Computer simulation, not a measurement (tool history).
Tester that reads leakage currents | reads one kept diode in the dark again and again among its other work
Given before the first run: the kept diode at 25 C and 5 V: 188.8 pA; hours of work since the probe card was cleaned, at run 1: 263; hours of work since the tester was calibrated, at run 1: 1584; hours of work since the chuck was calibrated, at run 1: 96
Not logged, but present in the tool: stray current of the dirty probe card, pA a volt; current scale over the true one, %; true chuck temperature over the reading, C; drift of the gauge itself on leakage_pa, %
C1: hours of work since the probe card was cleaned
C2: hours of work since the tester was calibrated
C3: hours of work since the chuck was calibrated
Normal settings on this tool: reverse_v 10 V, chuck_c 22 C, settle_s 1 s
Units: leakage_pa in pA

{"run": 1, "day": 0.0, "reverse_v": 10, "chuck_c": 22, "settle_s": 1, "C1": 263, "C2": 1584, "C3": 96, "leakage_pa": 219.88}
{"run": 2, "day": 4.788, "reverse_v": 10, "chuck_c": 22, "settle_s": 1, "C1": 344, "C2": 1666, "C3": 178, "leakage_pa": 218.76}
{"run": 3, "day": 8.175, "reverse_v": 10, "chuck_c": 22, "settle_s": 1, "C1": 402, "C2": 1724, "C3": 236, "leakage_pa": 216.39}
{"run": 4, "day": 12.712, "reverse_v": 10, "chuck_c": 22, "settle_s": 1, "C1": 480, "C2": 1801, "C3": 313, "leakage_pa": 214.29}
{"run": 5, "day": 15.712, "reverse_v": 10, "chuck_c": 22, "settle_s": 1, "C1": 531, "C2": 1852, "C3": 364, "leakage_pa": 213.19}
{"run": 6, "day": 21.183, "reverse_v": 10, "chuck_c": 22, "settle_s": 1, "C1": 624, "C2": 1946, "C3": 458, "leakage_pa": 211.46}
{"run": 7, "day": 24.221, "reverse_v": 10, "chuck_c": 22, "settle_s": 1, "C1": 676, "C2": 1998, "C3": 510, "leakage_pa": 210.08}
{"run": 8, "day": 27.292, "reverse_v": 10, "chuck_c": 22, "settle_s": 1, "C1": 728, "C2": 2050, "C3": 562, "leakage_pa": 209.57}
{"day": 27.783, "done": "chuck's temperature calibrated"}
{"run": 9, "day": 31.929, "reverse_v": 9, "chuck_c": 22, "settle_s": 1, "C1": 806, "C2": 2128, "C3": 71, "leakage_pa": 188.51}
{"run": 10, "day": 34.812, "reverse_v": 10, "chuck_c": 22, "settle_s": 3.16, "C1": 855, "C2": 2177, "C3": 120, "leakage_pa": 199.11}
{"run": 11, "day": 38.721, "reverse_v": 10, "chuck_c": 22, "settle_s": 3.16, "C1": 922, "C2": 2244, "C3": 187, "leakage_pa": 197.8}
{"run": 12, "day": 43.7, "reverse_v": 10, "chuck_c": 22, "settle_s": 3.16, "C1": 1007, "C2": 2329, "C3": 272, "leakage_pa": 195.13}
{"run": 13, "day": 49.208, "reverse_v": 10, "chuck_c": 22, "settle_s": 3.16, "C1": 1101, "C2": 2423, "C3": 366, "leakage_pa": 194.12}
{"run": 14, "day": 53.55, "reverse_v": 10, "chuck_c": 31, "settle_s": 6.77, "C1": 1175, "C2": 2497, "C3": 440, "leakage_pa": 406.2}
{"day": 55.638, "done": "tester calibrated"}
{"run": 15, "day": 57.125, "reverse_v": 10, "chuck_c": 31, "settle_s": 6.77, "C1": 1235, "C2": 25, "C3": 499, "leakage_pa": 397.06}
{"day": 59.667, "done": "chuck's temperature calibrated, once more"}
{"run": 16, "day": 59.667, "reverse_v": 10, "chuck_c": 31, "settle_s": 6.77, "C1": 1277, "C2": 67, "C3": 0, "leakage_pa": 482.35}
{"run": 17, "day": 65.412, "reverse_v": 10, "chuck_c": 31, "settle_s": 6.77, "C1": 1375, "C2": 165, "C3": 98, "leakage_pa": 477.2}
{"run": 18, "day": 68.504, "reverse_v": 10, "chuck_c": 48, "settle_s": 7.48, "C1": 1428, "C2": 218, "C3": 151, "leakage_pa": 1774.29}
{"run": 19, "day": 71.154, "reverse_v": 15, "chuck_c": 31, "settle_s": 1.77, "C1": 1473, "C2": 263, "C3": 196, "leakage_pa": 600.42}
{"run": 20, "day": 75.054, "reverse_v": 15, "chuck_c": 31, "settle_s": 1.77, "C1": 1539, "C2": 330, "C3": 263, "leakage_pa": 596.18}

Predict each of these 4 candidate next runs independently; none follows another, all start after run 20:
{"run": "A", "day": 78.558, "reverse_v": 17.2, "chuck_c": 55, "settle_s": 1.77, "C1": 1599, "C2": 390, "C3": 322, "leakage_pa": "?"}
{"run": "B", "day": 78.558, "reverse_v": 10, "chuck_c": 28, "settle_s": 1, "C1": 1599, "C2": 390, "C3": 322, "leakage_pa": "?"}
{"run": "C", "day": 78.558, "reverse_v": 10, "chuck_c": 22, "settle_s": 0.87, "C1": 1599, "C2": 390, "C3": 322, "leakage_pa": "?"}
{"run": "D", "day": 78.558, "reverse_v": 15, "chuck_c": 31, "settle_s": 6.91, "C1": 1599, "C2": 390, "C3": 322, "leakage_pa": "?"}

run=A leakage_pa=3948.95
run=B leakage_pa=363.96
run=C leakage_pa=220.4
run=D leakage_pa=587.63
Had the tool no hidden state, the same runs would have come out as:
run=A leakage_pa=4059.14
run=B leakage_pa=366.6
run=C leakage_pa=217.78
run=D leakage_pa=592.87
